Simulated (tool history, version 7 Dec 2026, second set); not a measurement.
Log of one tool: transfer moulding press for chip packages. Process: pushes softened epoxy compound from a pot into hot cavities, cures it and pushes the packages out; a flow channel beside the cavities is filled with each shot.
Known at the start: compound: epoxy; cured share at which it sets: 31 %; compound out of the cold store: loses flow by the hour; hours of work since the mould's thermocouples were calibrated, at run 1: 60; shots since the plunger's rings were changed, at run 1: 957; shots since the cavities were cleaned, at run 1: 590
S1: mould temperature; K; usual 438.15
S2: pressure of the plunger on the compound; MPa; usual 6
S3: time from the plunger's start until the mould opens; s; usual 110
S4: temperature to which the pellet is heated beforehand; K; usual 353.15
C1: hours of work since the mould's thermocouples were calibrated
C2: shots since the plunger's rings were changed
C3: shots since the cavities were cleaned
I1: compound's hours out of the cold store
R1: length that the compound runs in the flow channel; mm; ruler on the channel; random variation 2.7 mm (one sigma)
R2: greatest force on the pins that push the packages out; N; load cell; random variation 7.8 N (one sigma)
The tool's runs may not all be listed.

run,hour,S1,S2,S3,S4,C1,C2,C3,I1,R1,R2
1,0,438.15,6,110,353.15,60,957,590,26.4,908,343
# hour 14.6: cavities cleaned with cleaning compound and waxed
2,20.2,438.15,6,110,353.15,74,1176,65,33.2,882,359
3,45.5,438.15,6,110,353.15,92,1472,361,22.8,921,332
4,63.8,438.15,6,110,353.15,106,1685,574,34.6,880,333
# hour 79.5: cavities cleaned with cleaning compound and waxed
5,79.5,438.15,6,110,353.15,116,1851,0,43.7,846,349
6,98.8,438.15,6,136,353.15,130,2076,225,14.6,955,315
7,122.1,438.15,6,110,346.15,147,2348,497,31.7,891,352
8,139.6,438.15,6,110,346.15,160,2552,701,40.7,856,330
# hour 144.8: cavities cleaned with cleaning compound and waxed
9,156.8,438.15,6,110,346.15,171,2736,140,40.8,853,345
10,178.6,438.15,6,110,353.15,187,2990,394,31.2,889,355
# hour 187.9: plunger's sealing rings changed
11,195.9,438.15,6,110,353.15,198,93,567,45.7,840,337
# hour 212.4: cavities cleaned with cleaning compound and waxed
12,217.9,438.15,5.42,110,353.15,213,332,64,21.4,886,348
13,233.4,438.15,5.42,110,353.15,224,513,245,38.4,823,331
14,254.2,438.15,5.42,110,353.15,240,757,489,33.8,837,334
# hour 277.9: cavities cleaned with cleaning compound and waxed
15,277.9,441.15,6.09,110,353.15,256,1016,0,38.6,857,325
16,290.3,441.15,5.49,110,348.15,265,1160,144,8.9,922,324
17,312.4,438.15,6,105,351.15,281,1419,403,30.6,895,356
18,331.1,439.15,5.6,105,351.15,295,1637,621,18.8,904,339
# hour 342.3: cavities cleaned with cleaning compound and waxed
19,343.5,433.15,6,110,356.15,303,1764,13,24.9,950,425
20,364.3,438.15,6.62,110,353.15,318,2007,256,30,940,348
21,377.4,431.15,6.62,110,353.15,328,2160,409,34.8,962,471
22,402.3,439.15,7.28,136,353.15,346,2451,700,33.7,965,318
# hour 406.8: cavities cleaned with cleaning compound and waxed
23,416.1,439.15,6,110,353.15,355,2595,109,12.6,961,341

Forecast run 24:
24,434.4,439.15,6,110,353.15,368,2809,323,8.6,?,?

R1: 976 mm
R2: 345 N
Without the tool's hidden state the same run would have given R1 976 mm, R2 342 N.
